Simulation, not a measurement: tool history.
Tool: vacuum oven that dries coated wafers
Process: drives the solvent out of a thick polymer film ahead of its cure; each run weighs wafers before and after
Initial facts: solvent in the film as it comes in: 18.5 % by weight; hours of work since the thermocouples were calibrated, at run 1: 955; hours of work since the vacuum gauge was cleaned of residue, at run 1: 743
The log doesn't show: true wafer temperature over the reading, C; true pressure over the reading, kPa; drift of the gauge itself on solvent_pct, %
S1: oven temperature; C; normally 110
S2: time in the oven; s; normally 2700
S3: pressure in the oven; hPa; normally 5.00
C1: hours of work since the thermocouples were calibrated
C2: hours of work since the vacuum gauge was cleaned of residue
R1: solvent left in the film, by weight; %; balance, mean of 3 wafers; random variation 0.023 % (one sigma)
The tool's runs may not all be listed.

run    hour   S1    S2     S3   C1    C2    R1
  1     0.0  110  2700   5.00  955   743  2.24
      105.6  -- oven's thermocouples calibrated
  2   124.6  110  2700   6.06   10   809  2.11
  3   250.9  110  2700   6.06   78   876  2.14
  4   382.1  122  2700   6.06  148   947  0.53
  5   442.8  110  2700   5.00  181   979  2.15
  6   523.4  110  2040   5.00  224  1022  3.39
  7   599.2  110  2040   5.00  264  1063  3.36
  8   722.8  110  2040   5.00  331  1129  3.40
      741.7  -- vacuum gauge cleaned of residue and calibrated
  9   845.4  110  2040   5.00  395    55  3.36
 10   905.0  110  2040   5.00  427    87  3.31
 11   968.3  110  2040   5.00  461   121  3.39
 12  1052.1  110  2040   5.00  506   166  3.43
 13  1164.2  110  2040   5.00  566   226  3.40
 14  1228.9  110  3240   5.00  601   261  1.51
 15  1290.9  110  3240   5.00  634   294  1.51
 16  1385.5  110  3240   5.00  685   345  1.52
 17  1454.3  110  3240   5.00  721   382  1.51
 18  1535.3  110  2700   5.81  765   425  2.21
 19  1598.2  110  2700   5.00  799   459  2.17
 20  1679.5  110  2640   5.00  842   502  2.32
 21  1779.6  110  2700   5.00  896   556  2.26
 22  1842.0  110  4380   5.00  929   589  0.82
 23  1938.9  110  4380   5.00  981   641  0.84
     1999.8  -- oven's thermocouples calibrated
 24  2019.9  124  2700   5.00   11   683  0.35
 25  2152.8  124  2700   5.00   82   755  0.33
 26  2214.6  119  3300  18.32  115   788  0.82
 27  2331.8  100  4080   5.00  178   850  2.86
 28  2415.5  118  2340   7.30  223   895  1.21
 29  2550.2  118  2400  12.10  295   967  1.29
 30  2671.8  118  4800  12.10  360  1032  0.48
 31  2805.5  118  4800  12.10  431  1104  0.48
     2876.5  -- vacuum gauge cleaned of residue and calibrated
 32  2880.5  110  1440   9.30  471     2  5.31
 33  2972.9  110  1440   9.30  520    52  5.26
 34  3063.4  118  2820   5.00  569   100  0.72
 35  3156.8  107  2820  19.55  619   150  3.19
 36  3268.5  111  4140   6.21  679   210  0.79
 37  3330.1   95  4200   6.02  712   243  4.36
 38  3388.1   95  3060   3.20  743   274  5.92
 39  3471.9   95  3060  15.14  788   319  6.53
 40  3549.3  110  2040   9.95  829   360  3.61
 41  3652.3  110  2040   9.95  884   415  3.69
 42  3754.6  103  3180   4.07  939   470  3.33
 43  3829.4  124  3180   2.67  979   510  0.23
     3891.8  -- oven's thermocouples calibrated
 44  3892.4  124  3180   2.67    0   543  0.21
 45  3965.3   99  1680  19.74   39   582  8.20

Forecast each of these 5 alternatives for the next run:
  A  4029.5   99  1680   4.49  74  616   ?
  B  4029.5  110  1800   5.00  74  616   ?
  C  4029.5  124  2700   5.00  74  616   ?
  D  4029.5  108  2280   7.27  74  616   ?
  E  4029.5  105  1680  12.75  74  616   ?

run    R1
  A  7.69
  B  3.93
  C  0.34
  D  3.44
  E  6.07
The same runs, with their run-to-run variation unchanged, on a tool lacking any hidden condition would have given:
run    R1
  A  7.60
  B  3.84
  C  0.29
  D  3.35
  E  5.99
